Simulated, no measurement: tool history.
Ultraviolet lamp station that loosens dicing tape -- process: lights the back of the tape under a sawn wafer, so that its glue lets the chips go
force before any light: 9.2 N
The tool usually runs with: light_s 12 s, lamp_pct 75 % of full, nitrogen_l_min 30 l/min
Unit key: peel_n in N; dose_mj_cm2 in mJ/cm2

run,day,light_s,lamp_pct,nitrogen_l_min,peel_n,dose_mj_cm2
1,0.000,12,75,30,0.897,484
2,1.850,12,75,30,0.926,480
3,3.779,12,75,30,0.909,483
4,6.233,11,75,30,1.052,444
5,7.488,12,75,11,1.547,480
6,8.617,12,75,30,0.903,479
7,10.642,12,75,13,1.419,484
8,12.896,23,75,30,0.266,932
9,14.279,12,75,30,0.930,479
10,15.629,12,75,30,0.948,481
11,17.608,12,86,30,0.676,551
12,19.096,16,92,27,0.354,792
13,20.642,21,62,15,0.653,698
14,22.067,12,75,26,1.016,479
15,23.950,11,75,30,1.094,444

Run 16 is up next; what results do you expect?
16,25.046,11,75,30,?,?

For run 16 the tool returned peel_n 1.090 N, dose_mj_cm2 443 mJ/cm2.
With the hidden condition absent and the run-to-run variation left alone, this run would have shown peel_n 1.086 N, dose_mj_cm2 444 mJ/cm2.
